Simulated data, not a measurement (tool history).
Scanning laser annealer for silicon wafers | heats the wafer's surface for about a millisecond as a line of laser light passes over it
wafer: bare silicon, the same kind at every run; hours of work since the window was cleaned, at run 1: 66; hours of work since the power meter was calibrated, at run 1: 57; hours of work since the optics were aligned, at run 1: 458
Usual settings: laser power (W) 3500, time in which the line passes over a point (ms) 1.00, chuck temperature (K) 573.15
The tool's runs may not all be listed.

run   hour  laser power (W)  time in which the line passes over a point (ms)  chuck temperature (K)  hours of work since the window was cleaned  hours of work since the power meter was calibrated  hours of work since the optics were aligned  highest temperature of the surface (K)
  1    0.0             3500                                             1.00                 573.15                                          66                                                  57                                          458                                 1356.15
  2   13.1             3500                                             1.00                 589.15                                          73                                                  64                                          465                                 1372.15
  3   23.4             3493                                             1.00                 573.15                                          79                                                  70                                          471                                 1352.15
  4   31.8             3500                                             1.00                 573.15                                          84                                                  75                                          476                                 1355.15
  5   44.4             3500                                             1.00                 573.15                                          91                                                  82                                          483                                 1350.15
  6   52.1             3500                                             1.00                 573.15                                          95                                                  86                                          487                                 1354.15
  7   63.2             3500                                             1.00                 573.15                                         102                                                  93                                          493                                 1355.15
  8   71.7             3500                                             1.00                 573.15                                         107                                                  97                                          498                                 1355.15
  9   83.8             3500                                             1.00                 573.15                                         113                                                 104                                          505                                 1354.15
 10   95.5             3500                                             1.00                 573.15                                         120                                                 111                                          512                                 1351.15
 11  105.6             3500                                             1.00                 573.15                                         126                                                 117                                          518                                 1354.15
 12  117.4             3500                                             0.97                 573.15                                         133                                                 123                                          524                                 1338.15
 13  129.8             3500                                             0.97                 573.15                                         140                                                 130                                          531                                 1335.15
 14  138.7             3500                                             1.00                 573.15                                         145                                                 136                                          536                                 1348.15
 15  148.8             3500                                             1.00                 573.15                                         150                                                 141                                          542                                 1351.15
 16  154.8             3000                                             1.19                 546.15                                         154                                                 145                                          545                                 1261.15
 17  166.9             2994                                             0.91                 564.15                                         161                                                 152                                          552                                 1178.15
 18  177.8             2994                                             0.91                 564.15                                         167                                                 158                                          559                                 1180.15
 19  187.5             3259                                             0.96                 564.15                                         172                                                 163                                          564                                 1264.15
 20  195.7             3173                                             0.82                 592.15                                         177                                                 168                                          569                                 1213.15
 21  201.8             3173                                             0.82                 588.15                                         180                                                 171                                          572                                 1208.15
 22  210.2             3790                                             0.81                 543.15                                         185                                                 176                                          577                                 1298.15
 23  218.5             3794                                             0.96                 610.15                                         190                                                 181                                          582                                 1445.15
 24  227.5             3500                                             0.84                 573.15                                         195                                                 186                                          587                                 1278.15
 25  240.6             3173                                             1.00                 573.15                                         203                                                 193                                          594                                 1269.15
 26  246.1             3230                                             0.81                 546.15                                         206                                                 197                                          597                                 1174.15
 27  252.1             3152                                             1.17                 573.15                                         209                                                 200                                          601                                 1321.15
 28  265.2             3152                                             1.17                 573.15                                         216                                                 207                                          608                                 1321.15
 29  271.8             3685                                             0.83                 606.15                                         220                                                 211                                          612                                 1346.15
 30  282.7             3685                                             0.83                 609.15                                         226                                                 217                                          618                                 1350.15

Hidden state or all else? Some run-to-run changes of highest temperature of the surface (K), split into what the settings, what came in and random variation would give without the hidden state, and what is left for the hidden state (with any gauge scatter that isn't in both results):
The hidden state here: light that passes the window, % of a clean one's; laser's true power over the reading, %; width of the line over the set one, %; drift of the gauge itself on peak_c, C.
Run 21 -> 22: laser power (W) 3173 -> 3790, time in which the line passes over a point (ms) 0.82 -> 0.81, chuck temperature (K) 588.15 -> 543.15. highest temperature of the surface (K) +90.00: hidden state -4.00, all else +94.00.
Run 22 -> 23: laser power (W) 3790 -> 3794, time in which the line passes over a point (ms) 0.81 -> 0.96, chuck temperature (K) 543.15 -> 610.15. highest temperature of the surface (K) +147.00: hidden state -2.00, all else +149.00.
Run 23 -> 24: laser power (W) 3794 -> 3500, time in which the line passes over a point (ms) 0.96 -> 0.84, chuck temperature (K) 610.15 -> 573.15. highest temperature of the surface (K) -167.00: hidden state +3.00, all else -170.00.
Run 26 -> 27: laser power (W) 3230 -> 3152, time in which the line passes over a point (ms) 0.81 -> 1.17, chuck temperature (K) 546.15 -> 573.15. highest temperature of the surface (K) +147.00: hidden state -4.00, all else +151.00.
